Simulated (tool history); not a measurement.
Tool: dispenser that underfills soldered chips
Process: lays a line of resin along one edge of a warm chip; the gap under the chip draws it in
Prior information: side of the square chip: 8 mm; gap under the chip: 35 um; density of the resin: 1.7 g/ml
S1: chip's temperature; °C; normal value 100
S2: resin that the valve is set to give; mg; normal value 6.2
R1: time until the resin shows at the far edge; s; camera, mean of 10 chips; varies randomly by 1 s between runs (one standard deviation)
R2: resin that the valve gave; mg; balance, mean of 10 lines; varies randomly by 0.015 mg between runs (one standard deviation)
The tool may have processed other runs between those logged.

run  hour   S1    S2     R1    R2
  1     0  100   6.2   97.8  6.17
  2   4.5  100   6.2  114.3   6.2
     10.2  -- new syringe of resin
  3  10.6  100   6.2   98.3  6.15
  4  15.4  100   6.2  108.5  6.18
     20.5  -- new syringe of resin
  5    23  100   6.2  103.2  6.14
  6  28.5  100   6.2  119.6  6.12
     31.1  -- new syringe of resin
  7  34.3  100   6.2  102.7  6.11
     41.3  -- new syringe of resin
  8  41.7   95   7.5  114.4  7.35
  9  45.6  109  6.79     79  6.66
 10    51  111     6   86.5  5.89
     51.9  -- new syringe of resin
 11  54.7  111     6   72.3  5.86
 12    58  102  6.22  105.5   6.1

Forecast each of these 5 alternatives for the next run:
  A  61.2  109  5.54   ?   ?
  B  61.2   86  5.82   ?   ?
  C  61.2  114  7.92   ?   ?
  D  61.2   91  5.93   ?   ?
  E  61.2  101   6.2   ?   ?

run     R1    R2
  A   92.3   5.4
  B  203.8  5.64
  C     77  7.73
  D  169.3  5.79
  E  119.9  6.04
Take away the tool's hidden state, keep each run's random variation, and the runs would have read:
run     R1    R2
  A   72.7  5.54
  B  160.9  5.79
  C     61  7.93
  D  133.6  5.94
  E   94.7   6.2

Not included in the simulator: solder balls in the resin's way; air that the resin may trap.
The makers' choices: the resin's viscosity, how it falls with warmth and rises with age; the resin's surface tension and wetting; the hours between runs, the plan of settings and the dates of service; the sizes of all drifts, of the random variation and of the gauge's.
